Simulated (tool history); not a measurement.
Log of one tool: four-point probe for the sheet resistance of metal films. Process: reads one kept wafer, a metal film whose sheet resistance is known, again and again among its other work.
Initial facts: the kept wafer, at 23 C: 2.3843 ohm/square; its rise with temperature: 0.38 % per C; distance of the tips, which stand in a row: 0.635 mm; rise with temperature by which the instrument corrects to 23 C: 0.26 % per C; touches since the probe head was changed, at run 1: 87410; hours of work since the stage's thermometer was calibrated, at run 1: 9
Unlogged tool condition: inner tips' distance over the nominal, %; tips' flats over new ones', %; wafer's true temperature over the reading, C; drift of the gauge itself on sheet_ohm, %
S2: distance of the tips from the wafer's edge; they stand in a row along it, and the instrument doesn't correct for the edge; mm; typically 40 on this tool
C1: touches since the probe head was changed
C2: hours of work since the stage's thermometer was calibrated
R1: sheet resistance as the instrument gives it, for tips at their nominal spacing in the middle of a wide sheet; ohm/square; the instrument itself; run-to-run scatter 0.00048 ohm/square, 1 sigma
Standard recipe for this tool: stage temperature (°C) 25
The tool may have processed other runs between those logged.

{"run": 1, "day": 0.0, "stage temperature (°C)": 25, "S2": 40, "C1": 87410, "C2": 9, "R1": 2.392093}
{"run": 2, "day": 2.783, "stage temperature (°C)": 25, "S2": 40, "C1": 88717, "C2": 56, "R1": 2.391048}
{"run": 3, "day": 7.2, "stage temperature (°C)": 25, "S2": 3, "C1": 90792, "C2": 130, "R1": 2.44741}
{"run": 4, "day": 11.462, "stage temperature (°C)": 25, "S2": 3, "C1": 92796, "C2": 201, "R1": 2.448742}
{"run": 5, "day": 16.275, "stage temperature (°C)": 25, "S2": 3, "C1": 95058, "C2": 282, "R1": 2.448695}
{"run": 6, "day": 21.488, "stage temperature (°C)": 25, "S2": 3, "C1": 97507, "C2": 369, "R1": 2.447837}
{"run": 7, "day": 23.771, "stage temperature (°C)": 25, "S2": 5, "C1": 98580, "C2": 407, "R1": 2.412191}
{"run": 8, "day": 29.125, "stage temperature (°C)": 25, "S2": 5, "C1": 101096, "C2": 497, "R1": 2.413368}
{"run": 9, "day": 33.467, "stage temperature (°C)": 25, "S2": 32, "C1": 103135, "C2": 570, "R1": 2.392905}
{"run": 10, "day": 35.988, "stage temperature (°C)": 25, "S2": 32, "C1": 104320, "C2": 612, "R1": 2.392922}
{"run": 11, "day": 38.783, "stage temperature (°C)": 25, "S2": 32, "C1": 105634, "C2": 659, "R1": 2.392182}
{"run": 12, "day": 43.404, "stage temperature (°C)": 25, "S2": 32, "C1": 107805, "C2": 736, "R1": 2.392376}
{"run": 13, "day": 46.671, "stage temperature (°C)": 25, "S2": 32, "C1": 109340, "C2": 791, "R1": 2.392553}
{"run": 14, "day": 50.792, "stage temperature (°C)": 25, "S2": 40, "C1": 111275, "C2": 859, "R1": 2.392668}
{"run": 15, "day": 54.121, "stage temperature (°C)": 25, "S2": 18, "C1": 112840, "C2": 915, "R1": 2.394861}
{"run": 16, "day": 57.729, "stage temperature (°C)": 25, "S2": 18, "C1": 114536, "C2": 976, "R1": 2.394321}
{"run": 17, "day": 60.275, "stage temperature (°C)": 25, "S2": 29, "C1": 115731, "C2": 1018, "R1": 2.393227}
{"run": 18, "day": 63.846, "stage temperature (°C)": 25, "S2": 29, "C1": 117410, "C2": 1078, "R1": 2.393039}
{"run": 19, "day": 67.058, "stage temperature (°C)": 25, "S2": 29, "C1": 118919, "C2": 1132, "R1": 2.392045}
{"run": 20, "day": 72.104, "stage temperature (°C)": 25, "S2": 64, "C1": 121291, "C2": 1216, "R1": 2.392372}
{"run": 21, "day": 77.233, "stage temperature (°C)": 23, "S2": 40, "C1": 123701, "C2": 1302, "R1": 2.387165}
{"run": 22, "day": 81.129, "stage temperature (°C)": 23, "S2": 40, "C1": 125531, "C2": 1367, "R1": 2.386834}
{"run": 23, "day": 83.629, "stage temperature (°C)": 25, "S2": 15, "C1": 126707, "C2": 1409, "R1": 2.394372}
{"run": 24, "day": 87.179, "stage temperature (°C)": 19, "S2": 7, "C1": 128375, "C2": 1469, "R1": 2.386778}
{"run": 25, "day": 90.225, "stage temperature (°C)": 25, "S2": 5, "C1": 129805, "C2": 1519, "R1": 2.413775}
{"run": 26, "day": 93.929, "stage temperature (°C)": 25, "S2": 5, "C1": 131545, "C2": 1581, "R1": 2.412867}
{"run": 27, "day": 99.112, "stage temperature (°C)": 25, "S2": 8, "C1": 133981, "C2": 1668, "R1": 2.401037}
{"run": 28, "day": 103.733, "stage temperature (°C)": 25, "S2": 8, "C1": 136153, "C2": 1746, "R1": 2.4001}
{"run": 29, "day": 107.025, "stage temperature (°C)": 24, "S2": 8, "C1": 137699, "C2": 1801, "R1": 2.397853}
{"run": 30, "day": 109.704, "stage temperature (°C)": 24, "S2": 8, "C1": 138958, "C2": 1845, "R1": 2.397923}
{"run": 31, "day": 112.088, "stage temperature (°C)": 31, "S2": 7, "C1": 140078, "C2": 1885, "R1": 2.419095}
{"run": 32, "day": 114.75, "stage temperature (°C)": 34, "S2": 5, "C1": 141329, "C2": 1930, "R1": 2.437047}
{"run": 33, "day": 119.821, "stage temperature (°C)": 28, "S2": 6, "C1": 143712, "C2": 2015, "R1": 2.415314}
{"run": 34, "day": 123.638, "stage temperature (°C)": 18, "S2": 13, "C1": 145504, "C2": 2079, "R1": 2.376748}
{"run": 35, "day": 127.883, "stage temperature (°C)": 18, "S2": 13, "C1": 147501, "C2": 2150, "R1": 2.376394}
{"run": 36, "day": 131.025, "stage temperature (°C)": 19, "S2": 10, "C1": 148976, "C2": 2202, "R1": 2.381592}
{"run": 37, "day": 134.712, "stage temperature (°C)": 19, "S2": 5, "C1": 150709, "C2": 2264, "R1": 2.39712}
{"day": 137.762, "done": "stage's thermometer calibrated"}
{"run": 38, "day": 139.721, "stage temperature (°C)": 22, "S2": 4, "C1": 153051, "C2": 33, "R1": 2.408859}
{"run": 39, "day": 143.029, "stage temperature (°C)": 32, "S2": 36, "C1": 154606, "C2": 88, "R1": 2.404919}
{"run": 40, "day": 145.842, "stage temperature (°C)": 33, "S2": 40, "C1": 155929, "C2": 135, "R1": 2.406905}
{"run": 41, "day": 148.975, "stage temperature (°C)": 33, "S2": 9, "C1": 157400, "C2": 188, "R1": 2.412921}
{"run": 42, "day": 153.767, "stage temperature (°C)": 19, "S2": 54, "C1": 159652, "C2": 268, "R1": 2.367936}
{"run": 43, "day": 158.442, "stage temperature (°C)": 31, "S2": 46, "C1": 161849, "C2": 346, "R1": 2.400825}
{"run": 44, "day": 160.592, "stage temperature (°C)": 31, "S2": 46, "C1": 162859, "C2": 382, "R1": 2.401599}

Consider 3 possible next runs. They are alternatives, not a sequence: every one starts from the tool as it was left by run 44. What does each give?
{"run": "A", "day": 164.742, "stage temperature (°C)": 25, "S2": 39, "C1": 164810, "C2": 452, "R1": "?"}
{"run": "B", "day": 164.742, "stage temperature (°C)": 31, "S2": 4, "C1": 164810, "C2": 452, "R1": "?"}
{"run": "C", "day": 164.742, "stage temperature (°C)": 19, "S2": 8, "C1": 164810, "C2": 452, "R1": "?"}

run=A R1=2.385117
run=B R1=2.433784
run=C R1=2.376190
What these runs would have given with no unlogged condition in the tool:
run=A R1=2.389681
run=B R1=2.438469
run=C R1=2.380700
